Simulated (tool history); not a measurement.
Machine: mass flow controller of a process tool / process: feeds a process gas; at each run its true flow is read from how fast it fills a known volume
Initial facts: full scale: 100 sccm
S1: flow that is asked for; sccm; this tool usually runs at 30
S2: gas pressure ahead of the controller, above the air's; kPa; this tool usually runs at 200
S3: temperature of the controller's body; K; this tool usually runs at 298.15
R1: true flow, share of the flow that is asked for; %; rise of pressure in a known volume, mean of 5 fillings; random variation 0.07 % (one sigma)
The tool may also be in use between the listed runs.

run      day  S1   S2      S3      R1
  1        0  30  200  298.15  102.52
       4.383  -- controller's zero set anew
  2   23.583  10  200  298.15  112.45
  3   42.504  10  200  298.15  112.57
  4   57.396  10  200  298.15  113.02
  5   81.154  30  200  299.15  104.74
      84.125  -- controller's zero set anew, once more
  6   93.242  20  200  298.15  100.18
  7  103.621  20  200  298.15   100.2
  8  125.183  20  200  298.15  100.37
  9  135.817  30  200  298.15  100.59
 10  151.254  30  200  298.15  100.94
 11  168.133  30  200  298.15  100.83
 12   185.25  68  173  304.15  101.93
 13  206.842  68  173  304.15  101.91
 14  221.058  30  200  305.15  101.05
 15   234.85  30  200  305.15  101.09
 16  246.262  30  200  305.15  101.22
     251.292  -- controller exchanged for a calibrated one
 17  268.875  30  200  305.15   97.97
 18  279.275  30  200  305.15   97.92
 19  302.696  30  200  305.15    98.1
 20  317.675  30  200  313.15   98.04
 21  338.696  30  200  313.15   98.06
 22  357.938  85  235  305.15   99.91

Consider 4 possible next runs. They are alternatives, not a sequence: every one starts from the tool as it was left by run 22. What does each give?
  A  378.425  30  177  293.15   ?
  B  378.425  68  200  301.15   ?
  C  378.425  18  235  305.15   ?
  D  378.425  30  174  298.15   ?

run     R1
  A   99.2
  B  99.67
  C  98.48
  D  99.09
What these runs would have given with no unlogged condition in the tool:
run     R1
  A  98.05
  B  98.82
  C  96.96
  D  97.94
